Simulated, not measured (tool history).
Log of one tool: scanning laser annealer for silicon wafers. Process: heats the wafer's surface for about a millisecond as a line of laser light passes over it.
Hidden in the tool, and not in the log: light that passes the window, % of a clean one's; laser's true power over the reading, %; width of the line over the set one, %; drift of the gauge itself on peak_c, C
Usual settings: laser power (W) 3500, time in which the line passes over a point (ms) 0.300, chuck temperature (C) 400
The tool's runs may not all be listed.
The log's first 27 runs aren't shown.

run,hour,laser power (W),time in which the line passes over a point (ms),chuck temperature (C),hours of work since the window was cleaned,hours of work since the power meter was calibrated,hours of work since the optics were aligned,highest temperature of the surface (C)
28,265.3,3782,0.246,400,416,294,401,1167
29,277.0,3409,0.224,400,425,303,410,1059
30,283.1,3726,0.227,424,429,307,414,1150
31,290.0,3461,0.300,400,434,312,419,1185
32,299.2,3053,0.300,413,441,319,426,1108
33,308.6,3295,0.284,432,447,326,433,1159
34,316.6,3295,0.284,432,453,331,438,1155
35,323.7,3788,0.262,421,458,336,443,1218
36,336.7,3788,0.262,409,467,346,453,1204
37,346.2,3128,0.262,389,474,353,460,1050
38,351.9,3501,0.282,380,478,357,464,1148
39,360.2,3501,0.282,380,484,363,470,1148
40,373.1,3053,0.378,414,494,372,479,1198
41,383.4,3082,0.322,414,501,379,486,1142

Forecast each of these 3 alternatives for the next run:
A,392.2,3669,0.322,424,507,386,493,?
B,392.2,3773,0.372,421,507,386,493,?
C,392.2,3520,0.322,414,507,386,493,?

run,highest temperature of the surface (C)
A,1287
B,1381
C,1243
Without the tool's hidden state the same runs would have given:
run,highest temperature of the surface (C)
A,1301
B,1397
C,1256
